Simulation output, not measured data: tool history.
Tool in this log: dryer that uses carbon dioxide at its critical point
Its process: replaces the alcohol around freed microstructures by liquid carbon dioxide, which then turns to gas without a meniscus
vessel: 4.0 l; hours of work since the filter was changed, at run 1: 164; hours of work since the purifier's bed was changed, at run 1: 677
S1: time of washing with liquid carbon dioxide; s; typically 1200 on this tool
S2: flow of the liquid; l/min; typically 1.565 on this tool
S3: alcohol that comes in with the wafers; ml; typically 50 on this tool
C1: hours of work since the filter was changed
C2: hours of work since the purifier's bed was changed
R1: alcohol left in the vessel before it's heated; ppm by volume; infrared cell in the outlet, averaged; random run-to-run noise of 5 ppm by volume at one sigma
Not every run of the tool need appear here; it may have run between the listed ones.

run 1 hour=0 | S1=1200 S2=1.565 S3=50 | C1=164 C2=677 | R1=108
run 2 hour=28 | S1=1200 S2=2.16 S3=50 | C1=185 C2=697 | R1=80
run 3 hour=73.9 | S1=1200 S2=1.565 S3=50 | C1=218 C2=731 | R1=129
run 4 hour=121.8 | S1=1200 S2=1.565 S3=50 | C1=253 C2=766 | R1=157
-- hour=167 inlet filter changed
run 5 hour=180.3 | S1=1200 S2=1.565 S3=50 | C1=10 C2=808 | R1=104
run 6 hour=248.8 | S1=1200 S2=1.565 S3=50 | C1=60 C2=858 | R1=118
run 7 hour=300.7 | S1=1200 S2=1.81 S3=50 | C1=98 C2=896 | R1=100
run 8 hour=352.2 | S1=1200 S2=1.81 S3=50 | C1=135 C2=933 | R1=108
run 9 hour=391.5 | S1=1200 S2=1.81 S3=50 | C1=164 C2=962 | R1=116
run 10 hour=425.4 | S1=1200 S2=1.53 S3=50 | C1=189 C2=987 | R1=154
run 11 hour=455.8 | S1=780 S2=1.565 S3=36 | C1=211 C2=1009 | R1=367
run 12 hour=501.1 | S1=780 S2=1.565 S3=36 | C1=244 C2=1042 | R1=404
run 13 hour=536 | S1=1200 S2=1.04 S3=53 | C1=269 C2=1067 | R1=540
-- hour=557.2 inlet filter changed
run 14 hour=587.4 | S1=1200 S2=1.04 S3=53 | C1=22 C2=1104 | R1=342
run 15 hour=616.2 | S1=1200 S2=1.04 S3=53 | C1=43 C2=1125 | R1=347
run 16 hour=675.2 | S1=1200 S2=1.25 S3=50 | C1=86 C2=1168 | R1=225
run 17 hour=742.6 | S1=960 S2=2.01 S3=37 | C1=135 C2=1217 | R1=133
run 18 hour=776.6 | S1=900 S2=1.28 S3=66 | C1=160 C2=1242 | R1=690
run 19 hour=827.3 | S1=900 S2=1.28 S3=66 | C1=197 C2=1279 | R1=754
run 20 hour=883.6 | S1=840 S2=0.96 S3=50 | C1=238 C2=1320 | R1=1455

Each row is a separate what-if for the run after 20, all from the same tool condition, not one after another. Results?
run A hour=912.7 | S1=1200 S2=2.24 S3=50 | C1=259 C2=1341 | R1=?
run B hour=912.7 | S1=840 S2=1.22 S3=68 | C1=259 C2=1341 | R1=?
run C hour=912.7 | S1=1200 S2=1.25 S3=51 | C1=259 C2=1341 | R1=?
run D hour=912.7 | S1=1200 S2=1.565 S3=51 | C1=259 C2=1341 | R1=?
run E hour=912.7 | S1=1080 S2=0.96 S3=24 | C1=259 C2=1341 | R1=?

run=A R1=145
run=B R1=1167
run=C R1=329
run=D R1=195
run=E R1=477
Stripped of hidden state, with their random variation kept, the same runs would have yielded:
run=A R1=16
run=B R1=616
run=C R1=94
run=D R1=26
run=E R1=208

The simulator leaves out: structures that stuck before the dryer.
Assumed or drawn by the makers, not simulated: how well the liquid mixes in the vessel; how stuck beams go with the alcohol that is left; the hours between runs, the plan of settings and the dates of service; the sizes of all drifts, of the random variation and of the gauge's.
